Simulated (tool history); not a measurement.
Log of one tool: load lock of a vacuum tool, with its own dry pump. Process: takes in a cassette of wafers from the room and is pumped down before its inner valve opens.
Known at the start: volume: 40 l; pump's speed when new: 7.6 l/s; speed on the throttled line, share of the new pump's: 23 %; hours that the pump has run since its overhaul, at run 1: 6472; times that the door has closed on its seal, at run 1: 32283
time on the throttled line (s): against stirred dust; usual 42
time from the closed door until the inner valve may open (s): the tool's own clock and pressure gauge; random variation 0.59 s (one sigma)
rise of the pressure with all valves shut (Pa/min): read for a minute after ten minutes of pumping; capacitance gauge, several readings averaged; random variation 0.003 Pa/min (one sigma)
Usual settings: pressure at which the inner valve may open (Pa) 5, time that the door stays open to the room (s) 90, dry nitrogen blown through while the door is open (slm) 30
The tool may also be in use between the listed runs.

| run | hour | time on the throttled line (s) | pressure at which the inner valve may open (Pa) | time that the door stays open to the room (s) | dry nitrogen blown through while the door is open (slm) | hours that the pump has run since its overhaul | times that the door has closed on its seal | incoming humidity of the room's air, % | time from the closed door until the inner valve may open (s) | rise of the pressure with all valves shut (Pa/min) |
|---|---|---|---|---|---|---|---|---|---|---|
| 1 | 0.0 | 42 | 5 | 90 | 30 | 6472 | 32283 | 45.6 | 85.7 | 0.037 |
| 2 | 209.1 | 42 | 5 | 90 | 25 | 6681 | 32793 | 46.2 | 85.0 | 0.038 |
| 3 | 485.2 | 42 | 9 | 90 | 30 | 6957 | 33467 | 48.9 | 81.1 | 0.039 |
| 4 | 762.7 | 42 | 5 | 90 | 4 | 7234 | 34144 | 44.5 | 84.7 | 0.076 |
| 5 | 996.4 | 42 | 5 | 170 | 30 | 7468 | 34714 | 42.1 | 84.7 | 0.059 |
| 6 | 1210.2 | 42 | 5 | 170 | 30 | 7682 | 35235 | 43.8 | 84.9 | 0.059 |
| 7 | 1363.3 | 42 | 5 | 170 | 30 | 7835 | 35609 | 46.5 | 85.3 | 0.054 |
| 8 | 1606.4 | 42 | 5 | 170 | 30 | 8078 | 36202 | 44.4 | 85.2 | 0.056 |
| 9 | 1822.2 | 42 | 5 | 170 | 30 | 8294 | 36729 | 40.1 | 85.1 | 0.056 |
| 10 | 2112.7 | 42 | 5 | 170 | 30 | 8584 | 37438 | 47.0 | 84.5 | 0.060 |
| 11 | 2325.5 | 42 | 5 | 170 | 30 | 8797 | 37957 | 40.3 | 83.8 | 0.053 |
| 12 | 2541.8 | 42 | 5 | 170 | 30 | 9013 | 38485 | 48.0 | 85.0 | 0.062 |
| 13 | 2788.6 | 42 | 7 | 40 | 30 | 9260 | 39087 | 41.6 | 82.4 | 0.017 |
| 14 | 2961.6 | 42 | 7 | 40 | 30 | 9433 | 39509 | 45.4 | 82.8 | 0.020 |
| 15 | 3175.1 | 28 | 5 | 49 | 30 | 9647 | 40030 | 42.7 | 73.3 | 0.025 |
| 16 | 3495.2 | 28 | 5 | 90 | 30 | 9967 | 40811 | 43.4 | 74.1 | 0.035 |
| 17 | 3758.7 | 28 | 5 | 90 | 30 | 10230 | 41454 | 49.1 | 74.4 | 0.040 |
| 18 | 3911.2 | 28 | 5 | 90 | 30 | 10383 | 41826 | 45.7 | 72.7 | 0.037 |
| 19 | 4248.4 | 34 | 8 | 177 | 37 | 10720 | 42649 | 47.4 | 75.0 | 0.050 |
| 20 | 4517.4 | 34 | 8 | 177 | 37 | 10989 | 43305 | 44.0 | 76.3 | 0.048 |
| 21 | 4746.4 | 34 | 8 | 177 | 37 | 11218 | 43864 | 47.8 | 76.2 | 0.060 |
| 22 | 4934.2 | 34 | 4 | 26 | 37 | 11406 | 44322 | 44.2 | 80.3 | 0.016 |

Forecast each of these 5 alternatives for the next run:
| A | 5151.3 | 68 | 5 | 90 | 23 | 11623 | 44852 | 47.2 | ? | ? |
| B | 5151.3 | 62 | 4 | 52 | 37 | 11623 | 44852 | 46.5 | ? | ? |
| C | 5151.3 | 64 | 4 | 76 | 37 | 11623 | 44852 | 44.5 | ? | ? |
| D | 5151.3 | 48 | 4 | 26 | 37 | 11623 | 44852 | 44.4 | ? | ? |
| E | 5151.3 | 42 | 5 | 90 | 25 | 11623 | 44852 | 47.1 | ? | ? |

| run | time from the closed door until the inner valve may open (s) | rise of the pressure with all valves shut (Pa/min) |
|---|---|---|
| A | 104.3 | 0.044 |
| B | 101.3 | 0.021 |
| C | 103.3 | 0.029 |
| D | 91.1 | 0.019 |
| E | 84.1 | 0.043 |
Without the tool's hidden state the same runs would have given:
| run | time from the closed door until the inner valve may open (s) | rise of the pressure with all valves shut (Pa/min) |
|---|---|---|
| A | 104.3 | 0.043 |
| B | 101.3 | 0.019 |
| C | 103.3 | 0.028 |
| D | 91.1 | 0.017 |
| E | 84.1 | 0.042 |
